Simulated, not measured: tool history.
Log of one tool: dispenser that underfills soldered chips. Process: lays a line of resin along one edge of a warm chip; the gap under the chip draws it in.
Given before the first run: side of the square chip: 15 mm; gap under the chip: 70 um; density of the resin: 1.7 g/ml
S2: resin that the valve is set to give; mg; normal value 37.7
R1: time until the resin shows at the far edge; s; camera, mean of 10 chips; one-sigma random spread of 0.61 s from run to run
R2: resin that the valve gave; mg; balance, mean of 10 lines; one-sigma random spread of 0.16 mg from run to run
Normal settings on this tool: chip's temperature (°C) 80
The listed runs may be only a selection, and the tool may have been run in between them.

Run 1, day 0: usual settings. Result: R1 70.2 s, R2 35.74 mg.
Run 2, day 0.142: usual settings. Result: R1 83.4 s, R2 36.14 mg.
At day 0.279: new syringe of resin.
Run 3, day 0.288: usual settings. Result: R1 53.1 s, R2 35.88 mg.
Run 4, day 0.425: usual settings. Result: R1 62.2 s, R2 35.84 mg.
Run 5, day 0.546: usual settings. Result: R1 69.9 s, R2 35.72 mg.
Run 6, day 0.646: usual settings. Result: R1 79.5 s, R2 35.72 mg.

Run 7 is up next; what results do you expect?
At day 0.829: new syringe of resin.
Run 7, day 0.842: usual settings but chip's temperature (°C) 89, S2 38 mg. Result: R1 ?, R2 ?.

{"run 7": {"R1": 40.1, "R2": 35.74}}
The same run, on a tool lacking any hidden state, would have yielded R1 39.7 s, R2 37.97 mg.

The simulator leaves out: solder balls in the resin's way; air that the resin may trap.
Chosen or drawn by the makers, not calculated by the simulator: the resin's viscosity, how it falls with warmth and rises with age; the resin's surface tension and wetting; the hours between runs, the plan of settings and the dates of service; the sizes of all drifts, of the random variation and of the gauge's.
